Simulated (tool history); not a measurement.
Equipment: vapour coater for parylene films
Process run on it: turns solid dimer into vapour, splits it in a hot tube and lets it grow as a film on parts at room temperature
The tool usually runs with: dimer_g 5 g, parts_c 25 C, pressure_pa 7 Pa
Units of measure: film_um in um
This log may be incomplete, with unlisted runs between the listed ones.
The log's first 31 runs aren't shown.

{"run": 32, "hour": 1856.6, "dimer_g": 3, "parts_c": 25, "pressure_pa": 2.5, "film_um": 1.197}
{"run": 33, "hour": 1926.9, "dimer_g": 3, "parts_c": 19, "pressure_pa": 10.56, "film_um": 1.13}
{"run": 34, "hour": 1998.0, "dimer_g": 2, "parts_c": 25, "pressure_pa": 7, "film_um": 0.689}
{"run": 35, "hour": 2076.9, "dimer_g": 3, "parts_c": 25, "pressure_pa": 3, "film_um": 1.144}
{"run": 36, "hour": 2116.8, "dimer_g": 3, "parts_c": 25, "pressure_pa": 3, "film_um": 1.139}
{"run": 37, "hour": 2159.2, "dimer_g": 2, "parts_c": 31, "pressure_pa": 8.15, "film_um": 0.577}
{"run": 38, "hour": 2219.9, "dimer_g": 2, "parts_c": 31, "pressure_pa": 8.15, "film_um": 0.581}
{"hour": 2280.9, "done": "trap's valve overhauled"}
{"run": 39, "hour": 2295.0, "dimer_g": 5, "parts_c": 32, "pressure_pa": 7, "film_um": 1.51}
{"run": 40, "hour": 2336.1, "dimer_g": 8, "parts_c": 25, "pressure_pa": 7, "film_um": 2.821}
{"run": 41, "hour": 2369.6, "dimer_g": 8, "parts_c": 25, "pressure_pa": 7, "film_um": 2.827}
{"run": 42, "hour": 2410.8, "dimer_g": 5, "parts_c": 32, "pressure_pa": 2.79, "film_um": 1.689}
{"run": 43, "hour": 2469.3, "dimer_g": 8, "parts_c": 20, "pressure_pa": 7, "film_um": 3.128}
{"run": 44, "hour": 2518.6, "dimer_g": 8, "parts_c": 25, "pressure_pa": 7, "film_um": 2.793}
{"run": 45, "hour": 2559.1, "dimer_g": 4, "parts_c": 26, "pressure_pa": 2.61, "film_um": 1.539}
{"run": 46, "hour": 2629.4, "dimer_g": 4, "parts_c": 26, "pressure_pa": 2.61, "film_um": 1.53}

4 ways to go on from here, each from the tool as it stands after run 46. What would each give?
{"run": "A", "hour": 2693.4, "dimer_g": 9, "parts_c": 21, "pressure_pa": 9.49, "film_um": "?"}
{"run": "B", "hour": 2693.4, "dimer_g": 4, "parts_c": 32, "pressure_pa": 2.61, "film_um": "?"}
{"run": "C", "hour": 2693.4, "dimer_g": 3, "parts_c": 26, "pressure_pa": 2.61, "film_um": "?"}
{"run": "D", "hour": 2693.4, "dimer_g": 4, "parts_c": 26, "pressure_pa": 3.16, "film_um": "?"}

run=A film_um=3.248
run=B film_um=1.33
run=C film_um=1.148
run=D film_um=1.502
With no hidden state in the tool, these same runs would have given:
run=A film_um=3.395
run=B film_um=1.39
run=C film_um=1.199
run=D film_um=1.57

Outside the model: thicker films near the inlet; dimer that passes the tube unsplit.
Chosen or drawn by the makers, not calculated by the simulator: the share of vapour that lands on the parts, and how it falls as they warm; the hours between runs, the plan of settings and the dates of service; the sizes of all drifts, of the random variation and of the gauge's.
